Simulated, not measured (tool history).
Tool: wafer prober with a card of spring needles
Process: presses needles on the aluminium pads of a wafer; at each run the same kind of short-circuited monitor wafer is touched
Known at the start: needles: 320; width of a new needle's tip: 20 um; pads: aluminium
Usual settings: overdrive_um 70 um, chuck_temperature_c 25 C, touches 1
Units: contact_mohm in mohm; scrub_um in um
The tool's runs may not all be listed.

run 1 day=0 | overdrive_um=70 chuck_temperature_c=25 touches=1 | contact_mohm=155 scrub_um=13.17
-- day=0.254 tips cleaned on abrasive film
-- day=0.525 tips cleaned on abrasive film
-- day=0.775 tips cleaned on abrasive film
run 2 day=0.779 | overdrive_um=70 chuck_temperature_c=25 touches=3 | contact_mohm=151 scrub_um=12.5
-- day=1.079 tips cleaned on abrasive film
-- day=1.358 tips cleaned on abrasive film
run 3 day=1.454 | overdrive_um=58 chuck_temperature_c=25 touches=3 | contact_mohm=166 scrub_um=9.92
-- day=1.625 tips cleaned on abrasive film
-- day=1.9 tips cleaned on abrasive film
run 4 day=1.912 | overdrive_um=58 chuck_temperature_c=25 touches=3 | contact_mohm=158 scrub_um=9.93
-- day=2.196 tips cleaned on abrasive film
run 5 day=2.421 | overdrive_um=67 chuck_temperature_c=25 touches=3 | contact_mohm=167 scrub_um=11.84
-- day=2.462 tips cleaned on abrasive film
-- day=2.742 tips cleaned on abrasive film
run 6 day=2.838 | overdrive_um=67 chuck_temperature_c=25 touches=3 | contact_mohm=160 scrub_um=11.54
-- day=3.033 tips cleaned on abrasive film
-- day=3.317 tips cleaned on abrasive film
-- day=3.583 tips cleaned on abrasive film
run 7 day=3.671 | overdrive_um=70 chuck_temperature_c=25 touches=1 | contact_mohm=166 scrub_um=12.36
-- day=3.829 tips cleaned on abrasive film
run 8 day=4.058 | overdrive_um=83 chuck_temperature_c=25 touches=1 | contact_mohm=169 scrub_um=14.98
-- day=4.117 tips cleaned on abrasive film
-- day=4.367 tips cleaned on abrasive film
run 9 day=4.404 | overdrive_um=70 chuck_temperature_c=25 touches=2 | contact_mohm=158 scrub_um=12.33
-- day=4.612 tips cleaned on abrasive film
-- day=4.888 tips cleaned on abrasive film
run 10 day=4.95 | overdrive_um=70 chuck_temperature_c=25 touches=2 | contact_mohm=162 scrub_um=12.12
-- day=5.129 tips cleaned on abrasive film, once more
-- day=5.383 tips cleaned on abrasive film
run 11 day=5.571 | overdrive_um=70 chuck_temperature_c=25 touches=2 | contact_mohm=171 scrub_um=12.15
-- day=5.688 tips cleaned on abrasive film
-- day=5.979 tips cleaned on abrasive film
-- day=6.246 tips cleaned on abrasive film
run 12 day=6.25 | overdrive_um=70 chuck_temperature_c=25 touches=2 | contact_mohm=156 scrub_um=12.1
-- day=6.512 tips cleaned on abrasive film
-- day=6.767 tips cleaned on abrasive film
-- day=7.008 tips cleaned on abrasive film
run 13 day=7.025 | overdrive_um=70 chuck_temperature_c=25 touches=2 | contact_mohm=157 scrub_um=12
-- day=7.296 tips cleaned on abrasive film
-- day=7.571 tips cleaned on abrasive film
run 14 day=7.775 | overdrive_um=70 chuck_temperature_c=25 touches=2 | contact_mohm=175 scrub_um=12.04
-- day=7.838 tips cleaned on abrasive film
-- day=8.1 tips cleaned on abrasive film
-- day=8.354 tips cleaned on abrasive film
run 15 day=8.517 | overdrive_um=70 chuck_temperature_c=25 touches=2 | contact_mohm=168 scrub_um=11.96
-- day=8.638 tips cleaned on abrasive film
-- day=8.917 tips cleaned on abrasive film
run 16 day=9.025 | overdrive_um=80 chuck_temperature_c=25 touches=3 | contact_mohm=156 scrub_um=13.82
-- day=9.188 tips cleaned on abrasive film
-- day=9.454 tips cleaned on abrasive film
run 17 day=9.658 | overdrive_um=55 chuck_temperature_c=76 touches=3 | contact_mohm=190 scrub_um=8.73
-- day=9.721 tips cleaned on abrasive film
-- day=9.979 tips cleaned on abrasive film
-- day=10.262 tips cleaned on abrasive film
run 18 day=10.475 | overdrive_um=55 chuck_temperature_c=76 touches=3 | contact_mohm=190 scrub_um=8.64
-- day=10.538 tips cleaned on abrasive film
-- day=10.817 tips cleaned on abrasive film
run 19 day=11.05 | overdrive_um=70 chuck_temperature_c=25 touches=1 | contact_mohm=190 scrub_um=11.76
-- day=11.104 tips cleaned on abrasive film
-- day=11.383 tips cleaned on abrasive film
-- day=11.446 height of the first contact set anew
run 20 day=11.562 | overdrive_um=68 chuck_temperature_c=61 touches=2 | contact_mohm=171 scrub_um=13.9
-- day=11.65 tips cleaned on abrasive film
-- day=11.942 tips cleaned on abrasive film
-- day=12.242 tips cleaned on abrasive film
run 21 day=12.392 | overdrive_um=68 chuck_temperature_c=61 touches=2 | contact_mohm=169 scrub_um=13.63
-- day=12.517 tips cleaned on abrasive film
-- day=12.788 tips cleaned on abrasive film
run 22 day=12.975 | overdrive_um=67 chuck_temperature_c=64 touches=2 | contact_mohm=172 scrub_um=13.64
-- day=13.033 tips cleaned on abrasive film
-- day=13.333 tips cleaned on abrasive film
run 23 day=13.446 | overdrive_um=67 chuck_temperature_c=64 touches=2 | contact_mohm=172 scrub_um=13.61
-- day=13.6 tips cleaned on abrasive film
-- day=13.875 tips cleaned on abrasive film
-- day=14.138 tips cleaned on abrasive film
run 24 day=14.271 | overdrive_um=70 chuck_temperature_c=62 touches=3 | contact_mohm=167 scrub_um=14.18
-- day=14.392 tips cleaned on abrasive film
-- day=14.633 tips cleaned on abrasive film
run 25 day=14.717 | overdrive_um=70 chuck_temperature_c=62 touches=3 | contact_mohm=163 scrub_um=14.04
-- day=14.896 tips cleaned on abrasive film
-- day=15.158 tips cleaned on abrasive film
-- day=15.417 tips cleaned on abrasive film
run 26 day=15.417 | overdrive_um=70 chuck_temperature_c=59 touches=3 | contact_mohm=155 scrub_um=14.06
-- day=15.688 tips cleaned on abrasive film
-- day=15.971 tips cleaned on abrasive film
run 27 day=15.992 | overdrive_um=56 chuck_temperature_c=59 touches=2 | contact_mohm=167 scrub_um=11.11
-- day=16.25 tips cleaned on abrasive film
run 28 day=16.442 | overdrive_um=56 chuck_temperature_c=47 touches=3 | contact_mohm=168 scrub_um=11.28
-- day=16.508 tips cleaned on abrasive film
-- day=16.775 tips cleaned on abrasive film
run 29 day=16.875 | overdrive_um=56 chuck_temperature_c=47 touches=3 | contact_mohm=167 scrub_um=11.09
-- day=17.046 tips cleaned on abrasive film
-- day=17.3 tips cleaned on abrasive film
run 30 day=17.412 | overdrive_um=56 chuck_temperature_c=47 touches=3 | contact_mohm=171 scrub_um=10.91

Measured less the same run without the tool's hidden state. The same run-to-run variation is in both; the gauge's scatter may not be:
The hidden state here: debris on the tips, nm; way that the needles fall short of the set height, um; tips' diameter, um; drift of the gauge itself on contact_mohm, %; drift of the gauge itself on scrub_um, %.
run=1 contact_mohm=+7 scrub_um=-1.1
run=2 contact_mohm=+4 scrub_um=-1.86
run=3 contact_mohm=+13 scrub_um=-1.9
run=4 contact_mohm=+7 scrub_um=-1.93
run=5 contact_mohm=+15 scrub_um=-1.94
run=6 contact_mohm=+10 scrub_um=-1.97
run=7 contact_mohm=+16 scrub_um=-2.05
run=8 contact_mohm=+24 scrub_um=-2.06
run=9 contact_mohm=+8 scrub_um=-2.1
run=10 contact_mohm=+11 scrub_um=-2.13
run=11 contact_mohm=+22 scrub_um=-2.17
run=12 contact_mohm=+7 scrub_um=-2.22
run=13 contact_mohm=+7 scrub_um=-2.27
run=14 contact_mohm=+24 scrub_um=-2.31
run=15 contact_mohm=+20 scrub_um=-2.37
run=16 contact_mohm=+8 scrub_um=-2.4
run=17 contact_mohm=+27 scrub_um=-2.43
run=18 contact_mohm=+28 scrub_um=-2.47
run=19 contact_mohm=+40 scrub_um=-2.52
run=20 contact_mohm=+14 scrub_um=+0
run=21 contact_mohm=+13 scrub_um=-0.05
run=22 contact_mohm=+17 scrub_um=-0.08
run=23 contact_mohm=+13 scrub_um=-0.11
run=24 contact_mohm=+9 scrub_um=-0.17
run=25 contact_mohm=+7 scrub_um=-0.21
run=26 contact_mohm=+3 scrub_um=-0.25
run=27 contact_mohm=+8 scrub_um=-0.3
run=28 contact_mohm=+16 scrub_um=-0.32
run=29 contact_mohm=+12 scrub_um=-0.35
run=30 contact_mohm=+13 scrub_um=-0.38
